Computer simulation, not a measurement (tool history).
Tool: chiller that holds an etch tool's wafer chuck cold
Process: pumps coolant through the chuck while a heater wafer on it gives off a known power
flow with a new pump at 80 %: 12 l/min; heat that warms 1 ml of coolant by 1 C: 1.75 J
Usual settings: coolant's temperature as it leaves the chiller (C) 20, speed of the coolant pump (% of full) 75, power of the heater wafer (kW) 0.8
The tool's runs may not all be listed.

run   hour  coolant's temperature as it leaves the chiller (C)  speed of the coolant pump (% of full)  power of the heater wafer (kW)  chuck's temperature once it has settled (K)  how much warmer the coolant comes back (C)
  1      0                                                  20                                     75                             0.8                                       304.25                                        2.53
  2   50.9                                                  20                                     75                             0.8                                       304.35                                        2.52
  3   75.8                                                  20                                     75                             0.8                                       304.35                                        2.56
  4  109.5                                                  20                                     75                            0.62                                       301.75                                        1.95
  5    153                                                  20                                     75                             0.8                                       304.35                                        2.54
  6  189.8                                                  20                                     75                             0.8                                       304.45                                        2.59
  7    230                                                  20                                     75                             0.8                                       304.25                                        2.53
  8  259.8                                                  20                                     75                           0.756                                       303.65                                        2.41
  9  303.9                                                  22                                     75                             0.8                                       306.25                                        2.52
 10  342.6                                                  20                                     84                             0.8                                       303.65                                        2.29
 11  386.8                                                  20                                     84                             0.8                                       303.55                                        2.27
 12  423.4                                                  20                                     84                             0.8                                       303.65                                        2.27
 13  454.5                                                  20                                     61                             0.8                                       305.95                                        3.18
 14  488.1                                                  14                                     61                             0.8                                       300.05                                        3.22
 15  535.9                                                  14                                     61                             0.8                                       299.85                                        3.17
 16  557.4                                                  14                                     61                             0.8                                       299.95                                        3.16
 17  603.9                                                  14                                     61                             0.8                                       300.05                                        3.22
 18  653.3                                                  27                                     61                           0.511                                       308.15                                        2.03
     657.4  -- chiller's thermometer calibrated
 19  683.7                                                  27                                     61                           0.511                                       308.35                                           2
 20  721.8                                                  26                                     80                           0.554                                       306.65                                        1.65
 21  757.1                                                  20                                     83                           0.656                                       301.75                                        1.88
     805.8  -- coolant changed, channels flushed
     810.6  -- chiller's thermometer calibrated, once more
 22  814.3                                                  13                                     84                           0.957                                       296.85                                        2.78
 23  846.8                                                  13                                     84                           0.957                                       296.55                                        2.71
 24  897.4                                                  20                                     70                           0.628                                       300.65                                        2.22

The next listed run, before its measurement:
 25  929.4                                                  20                                     70                           0.628                                            ?                                           ?

Run 25 gave chuck's temperature once it has settled (K) 301.05, how much warmer the coolant comes back (C) 2.13.
Without the tool's hidden state the same run would have given chuck's temperature once it has settled (K) 300.65, how much warmer the coolant comes back (C) 2.03.
